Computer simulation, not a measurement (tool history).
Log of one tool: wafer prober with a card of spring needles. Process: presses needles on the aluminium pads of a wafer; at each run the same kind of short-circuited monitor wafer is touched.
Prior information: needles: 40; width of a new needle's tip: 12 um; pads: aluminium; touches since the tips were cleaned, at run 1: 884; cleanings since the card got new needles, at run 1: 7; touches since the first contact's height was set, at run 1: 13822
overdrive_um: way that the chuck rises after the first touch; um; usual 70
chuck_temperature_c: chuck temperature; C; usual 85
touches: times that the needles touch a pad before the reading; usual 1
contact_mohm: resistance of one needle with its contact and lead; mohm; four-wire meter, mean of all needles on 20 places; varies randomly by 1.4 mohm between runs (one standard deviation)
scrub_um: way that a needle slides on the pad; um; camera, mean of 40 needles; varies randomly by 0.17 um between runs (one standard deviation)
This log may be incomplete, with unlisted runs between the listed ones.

| run | hour | overdrive_um | chuck_temperature_c | touches | touches since the tips were cleaned | cleanings since the card got new needles | touches since the first contact's height was set | contact_mohm | scrub_um |
|---|---|---|---|---|---|---|---|---|---|
| 1 | 0.0 | 70 | 85 | 1 | 884 | 7 | 13822 | 147 | 17.24 |
|  | 3.8 | tips cleaned on abrasive film |
| 2 | 4.8 | 70 | 85 | 1 | 219 | 8 | 14881 | 126 | 17.13 |
|  | 11.2 | tips cleaned on abrasive film |
| 3 | 12.7 | 70 | 85 | 1 | 351 | 9 | 16677 | 128 | 17.19 |
|  | 18.6 | tips cleaned on abrasive film |
| 4 | 18.6 | 53 | 85 | 1 | 0 | 10 | 17984 | 123 | 12.79 |
|  | 26.0 | tips cleaned on abrasive film |
| 5 | 26.9 | 88 | 85 | 1 | 215 | 11 | 19862 | 120 | 21.97 |
| 6 | 32.0 | 71 | 85 | 1 | 1359 | 11 | 21006 | 153 | 17.43 |
|  | 33.5 | tips cleaned on abrasive film |
| 7 | 36.4 | 71 | 85 | 1 | 654 | 12 | 21995 | 140 | 17.60 |
|  | 40.9 | tips cleaned on abrasive film |
| 8 | 44.1 | 71 | 85 | 1 | 719 | 13 | 23720 | 140 | 17.35 |
|  | 48.3 | tips cleaned on abrasive film |
| 9 | 49.3 | 71 | 85 | 1 | 241 | 14 | 24886 | 123 | 17.43 |
|  | 55.8 | tips cleaned on abrasive film |
| 10 | 56.3 | 71 | 85 | 1 | 114 | 15 | 26447 | 123 | 17.52 |
| 11 | 62.9 | 71 | 85 | 1 | 1622 | 15 | 27955 | 159 | 17.12 |
|  | 63.8 | tips cleaned on abrasive film |
| 12 | 68.9 | 70 | 85 | 1 | 1174 | 16 | 29297 | 154 | 17.12 |
|  | 71.3 | tips cleaned on abrasive film |
| 13 | 74.0 | 71 | 85 | 2 | 613 | 17 | 30427 | 130 | 17.05 |
|  | 78.8 | tips cleaned on abrasive film |
| 14 | 79.1 | 70 | 45 | 1 | 75 | 18 | 31565 | 120 | 16.85 |
| 15 | 84.2 | 81 | 45 | 1 | 1244 | 18 | 32734 | 144 | 19.67 |
|  | 86.8 | tips cleaned on abrasive film |
| 16 | 92.5 | 81 | 45 | 1 | 1298 | 19 | 34593 | 142 | 19.56 |
|  | 94.5 | tips cleaned on abrasive film |
| 17 | 100.3 | 67 | 93 | 1 | 1314 | 20 | 36345 | 161 | 16.20 |
|  | 102.2 | tips cleaned on abrasive film |
| 18 | 104.4 | 67 | 93 | 1 | 514 | 21 | 37262 | 139 | 16.05 |
|  | 109.4 | tips cleaned on abrasive film |
| 19 | 110.7 | 88 | 113 | 2 | 303 | 22 | 38678 | 125 | 21.47 |
|  | 117.1 | tips cleaned on abrasive film |
| 20 | 117.2 | 60 | 113 | 2 | 43 | 23 | 40134 | 126 | 14.36 |
| 21 | 122.9 | 60 | 113 | 2 | 1339 | 23 | 41430 | 155 | 14.14 |
|  | 125.1 | tips cleaned on abrasive film |
| 22 | 127.5 | 70 | 26 | 3 | 547 | 24 | 42445 | 116 | 17.06 |
|  | 132.7 | tips cleaned on abrasive film |
| 23 | 134.5 | 70 | 26 | 3 | 415 | 25 | 44015 | 116 | 16.73 |
| 24 | 138.4 | 77 | 36 | 2 | 1309 | 25 | 44909 | 134 | 18.41 |

Alternative continuations, all from the tool just after run 24; predict every row:
|  | 140.4 | tips cleaned on abrasive film |
| A | 143.2 | 53 | 79 | 1 | 626 | 26 | 45969 | ? | ? |
|  | 140.4 | tips cleaned on abrasive film |
| B | 143.2 | 69 | 101 | 1 | 626 | 26 | 45969 | ? | ? |
|  | 140.4 | tips cleaned on abrasive film |
| C | 143.2 | 67 | 85 | 1 | 626 | 26 | 45969 | ? | ? |

| run | contact_mohm | scrub_um |
|---|---|---|
| A | 161 | 12.57 |
| B | 145 | 16.70 |
| C | 144 | 15.86 |
Had the tool no hidden state, the same runs would have come out as:
| run | contact_mohm | scrub_um |
|---|---|---|
| A | 118 | 13.04 |
| B | 118 | 17.17 |
| C | 115 | 16.33 |

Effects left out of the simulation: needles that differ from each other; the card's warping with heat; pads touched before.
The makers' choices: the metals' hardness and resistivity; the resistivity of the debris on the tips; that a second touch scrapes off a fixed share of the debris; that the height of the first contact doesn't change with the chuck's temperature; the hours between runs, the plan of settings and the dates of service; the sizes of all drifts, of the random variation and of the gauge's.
